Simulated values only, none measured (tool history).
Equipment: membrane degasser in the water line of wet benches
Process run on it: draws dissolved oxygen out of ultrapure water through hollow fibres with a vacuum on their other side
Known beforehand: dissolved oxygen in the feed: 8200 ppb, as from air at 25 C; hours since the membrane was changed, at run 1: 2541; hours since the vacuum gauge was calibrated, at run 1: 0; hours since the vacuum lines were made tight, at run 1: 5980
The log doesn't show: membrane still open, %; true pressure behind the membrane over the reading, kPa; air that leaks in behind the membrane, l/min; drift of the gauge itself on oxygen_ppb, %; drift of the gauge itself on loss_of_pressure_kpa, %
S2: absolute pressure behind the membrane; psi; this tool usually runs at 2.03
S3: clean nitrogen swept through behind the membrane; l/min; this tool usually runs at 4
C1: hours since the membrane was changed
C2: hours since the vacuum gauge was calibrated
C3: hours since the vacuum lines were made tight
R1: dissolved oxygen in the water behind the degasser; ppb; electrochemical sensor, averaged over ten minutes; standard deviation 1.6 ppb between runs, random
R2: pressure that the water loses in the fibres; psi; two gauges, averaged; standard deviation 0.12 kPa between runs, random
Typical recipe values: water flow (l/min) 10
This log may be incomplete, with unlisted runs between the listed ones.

run 1 day=0 | water_flow_(l/min)=10 S2=2.03 S3=4 | C1=2541 C2=0 C3=5980 | R1=165.6 R2=3.964
run 2 day=4.858 | water_flow_(l/min)=10 S2=2.03 S3=4 | C1=2658 C2=117 C3=6096 | R1=170.5 R2=3.984
run 3 day=10.271 | water_flow_(l/min)=9 S2=2.03 S3=4 | C1=2788 C2=246 C3=6226 | R1=144.7 R2=3.587
run 4 day=14.896 | water_flow_(l/min)=6 S2=2.03 S3=4 | C1=2899 C2=358 C3=6337 | R1=77.1 R2=2.367
run 5 day=18.15 | water_flow_(l/min)=10 S2=2.03 S3=5.06 | C1=2977 C2=436 C3=6415 | R1=153.2 R2=3.964
run 6 day=20.583 | water_flow_(l/min)=10 S2=2.03 S3=5.06 | C1=3035 C2=494 C3=6474 | R1=155.2 R2=3.98
run 7 day=25.812 | water_flow_(l/min)=10 S2=2.03 S3=5.06 | C1=3161 C2=620 C3=6599 | R1=153.8 R2=3.987
run 8 day=28.5 | water_flow_(l/min)=10 S2=2.03 S3=5.06 | C1=3225 C2=684 C3=6664 | R1=154.2 R2=4.025
run 9 day=33.85 | water_flow_(l/min)=10 S2=2.03 S3=5.06 | C1=3354 C2=812 C3=6792 | R1=153.1 R2=3.977
run 10 day=37.946 | water_flow_(l/min)=10 S2=2.03 S3=4 | C1=3452 C2=911 C3=6890 | R1=170.5 R2=3.973
run 11 day=42.292 | water_flow_(l/min)=10 S2=2.03 S3=4 | C1=3556 C2=1015 C3=6995 | R1=171.4 R2=4.004
run 12 day=45.367 | water_flow_(l/min)=12 S2=1.28 S3=6.97 | C1=3630 C2=1089 C3=7069 | R1=168.6 R2=4.799
run 13 day=50.946 | water_flow_(l/min)=12 S2=1.28 S3=6.97 | C1=3764 C2=1223 C3=7202 | R1=166.3 R2=4.814
run 14 day=56.417 | water_flow_(l/min)=8 S2=2.03 S3=4 | C1=3895 C2=1354 C3=7334 | R1=119.4 R2=3.188
run 15 day=61.204 | water_flow_(l/min)=8 S2=2.23 S3=4 | C1=4010 C2=1469 C3=7449 | R1=130 R2=3.2
run 16 day=65.75 | water_flow_(l/min)=8 S2=2.23 S3=4 | C1=4119 C2=1578 C3=7558 | R1=132.8 R2=3.192
-- day=70.138 seals of the vacuum lines changed
run 17 day=71.492 | water_flow_(l/min)=8 S2=2.23 S3=4 | C1=4255 C2=1714 C3=32 | R1=128.9 R2=3.204
run 18 day=74.796 | water_flow_(l/min)=8 S2=2.23 S3=2.76 | C1=4334 C2=1793 C3=112 | R1=156.7 R2=3.229
run 19 day=79.246 | water_flow_(l/min)=8 S2=3.55 S3=3.52 | C1=4441 C2=1900 C3=219 | R1=188.9 R2=3.229
run 20 day=84.438 | water_flow_(l/min)=7 S2=4.97 S3=5.47 | C1=4566 C2=2024 C3=343 | R1=151.8 R2=2.801
run 21 day=89.454 | water_flow_(l/min)=7 S2=4.97 S3=5.47 | C1=4686 C2=2145 C3=464 | R1=152.5 R2=2.799

Below are 3 alternative next runs, each starting from the tool's condition after run 21. Predict each:
run A day=93.621 | water_flow_(l/min)=10 S2=2.6 S3=7.51 | C1=4786 C2=2245 C3=564 | R1=? R2=?
run B day=93.621 | water_flow_(l/min)=13 S2=3.39 S3=11.79 | C1=4786 C2=2245 C3=564 | R1=? R2=?
run C day=93.621 | water_flow_(l/min)=12 S2=2.57 S3=2.69 | C1=4786 C2=2245 C3=564 | R1=? R2=?

run=A R1=155.4 R2=4.013
run=B R1=220.2 R2=5.246
run=C R1=300.1 R2=4.863
The same runs, with their run-to-run variation unchanged, on a tool lacking any hidden condition would have given:
run=A R1=144.2 R2=3.917
run=B R1=204.9 R2=5.123
run=C R1=285 R2=4.749
